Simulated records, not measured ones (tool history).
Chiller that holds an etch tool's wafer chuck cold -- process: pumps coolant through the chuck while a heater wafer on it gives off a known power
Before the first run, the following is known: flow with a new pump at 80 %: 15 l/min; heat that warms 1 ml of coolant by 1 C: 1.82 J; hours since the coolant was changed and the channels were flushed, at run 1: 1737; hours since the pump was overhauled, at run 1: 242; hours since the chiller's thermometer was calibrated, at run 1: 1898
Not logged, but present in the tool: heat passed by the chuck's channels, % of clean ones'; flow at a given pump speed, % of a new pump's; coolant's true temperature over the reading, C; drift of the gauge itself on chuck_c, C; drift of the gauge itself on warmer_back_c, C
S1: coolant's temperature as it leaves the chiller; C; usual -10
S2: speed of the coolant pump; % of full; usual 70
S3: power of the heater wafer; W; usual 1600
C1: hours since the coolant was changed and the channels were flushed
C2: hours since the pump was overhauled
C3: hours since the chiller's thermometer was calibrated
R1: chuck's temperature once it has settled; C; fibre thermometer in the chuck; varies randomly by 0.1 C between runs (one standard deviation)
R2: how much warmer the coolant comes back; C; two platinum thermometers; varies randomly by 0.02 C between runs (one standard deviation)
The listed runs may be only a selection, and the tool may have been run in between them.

run,hour,S1,S2,S3,C1,C2,C3,R1,R2
1,0.0,-10,70,1600,1737,242,1898,1.9,4.07
2,20.9,-10,65,1600,1757,263,1918,2.3,4.41
3,44.6,-10,65,1600,1781,287,1942,2.5,4.38
4,76.9,-10,65,1600,1813,319,1975,2.6,4.39
5,97.4,-10,65,1600,1834,339,1995,2.6,4.39
6,127.5,-10,65,1600,1864,369,2025,2.4,4.41
7,166.7,-10,70,1600,1903,409,2064,2.0,4.06
8,201.2,-10,70,1600,1938,443,2099,2.0,4.09
9,218.3,-10,70,1600,1955,460,2116,2.0,4.09
10,241.2,-5,70,1600,1978,483,2139,6.9,4.08
# hour 249.3: coolant pump overhauled
11,278.7,-10,70,1600,2010,29,2171,2.1,4.13
12,299.6,-10,70,1600,2031,50,2192,2.1,4.12
13,329.4,-10,70,1600,2061,80,2222,2.1,4.14
14,351.0,-10,70,1600,2083,102,2244,2.2,4.14
# hour 359.8: coolant pump overhauled, once more
15,377.8,-10,84,1600,2104,18,2265,1.1,3.38
16,411.2,-10,84,1600,2138,51,2299,1.0,3.37
17,435.7,-4,80,1600,2162,76,2323,7.0,3.56
18,455.5,-4,80,1600,2182,96,2343,7.3,3.52
19,477.6,-20,96,1037,2204,118,2365,-13.2,1.89
20,511.7,-11,97,821,2238,152,2399,-5.5,1.46
21,536.0,-11,97,821,2263,176,2424,-5.8,1.51
22,561.4,-16,79,2323,2288,202,2449,0.4,5.22
23,598.3,-16,79,2323,2325,238,2486,0.4,5.24
24,630.6,-16,100,923,2357,271,2518,-10.0,1.59

3 ways to go on from here, each from the tool as it stands after run 24. What would each give?
A,656.2,-17,63,923,2383,296,2544,?,?
B,656.2,-4,94,1529,2383,296,2544,?,?
C,656.2,-13,65,923,2383,296,2544,?,?

run,R1,R2
A,-9.3,2.61
B,6.1,2.86
C,-5.5,2.52
Take away the tool's hidden state, keep each run's random variation, and the runs would have read:
run,R1,R2
A,-10.3,2.58
B,4.9,2.82
C,-6.5,2.49
